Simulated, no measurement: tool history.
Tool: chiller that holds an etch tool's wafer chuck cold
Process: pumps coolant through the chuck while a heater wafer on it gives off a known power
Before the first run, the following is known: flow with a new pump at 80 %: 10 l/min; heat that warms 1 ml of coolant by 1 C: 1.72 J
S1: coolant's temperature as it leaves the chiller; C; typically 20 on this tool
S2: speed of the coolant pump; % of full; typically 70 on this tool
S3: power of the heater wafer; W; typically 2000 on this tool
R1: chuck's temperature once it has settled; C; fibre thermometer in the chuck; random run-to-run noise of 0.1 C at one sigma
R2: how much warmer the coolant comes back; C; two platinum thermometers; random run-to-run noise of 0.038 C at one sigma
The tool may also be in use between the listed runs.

| run | hour | S1 | S2 | S3 | R1 | R2 |
|---|---|---|---|---|---|---|
| 1 | 0 | 20 | 70 | 2000 | 41.8 | 7.97 |
| 2 | 30.1 | 20 | 70 | 2000 | 41.8 | 7.9 |
| 3 | 46 | 20 | 70 | 2000 | 42 | 7.99 |
| 4 | 66.9 | 20 | 70 | 2000 | 41.9 | 7.98 |
| 5 | 98.9 | 20 | 70 | 2000 | 41.8 | 7.92 |
| 6 | 126.5 | 20 | 70 | 1232 | 33.4 | 4.89 |
| 7 | 143.1 | 20 | 70 | 2000 | 42 | 7.97 |
| 8 | 173.9 | 11 | 70 | 2000 | 32.9 | 7.93 |
| 9 | 192.6 | 11 | 70 | 2000 | 32.9 | 7.95 |
| 10 | 225.5 | 10 | 80 | 2000 | 29.8 | 6.97 |

Expected results for the next run?
| 11 | 249.1 | 21 | 62 | 2000 | ? | ? |

R1: 45.2 C
R2: 9.03 C
Were there no unlogged condition in the tool, this run, its random variation unchanged, would have produced R1 45.2 C, R2 9.03 C.
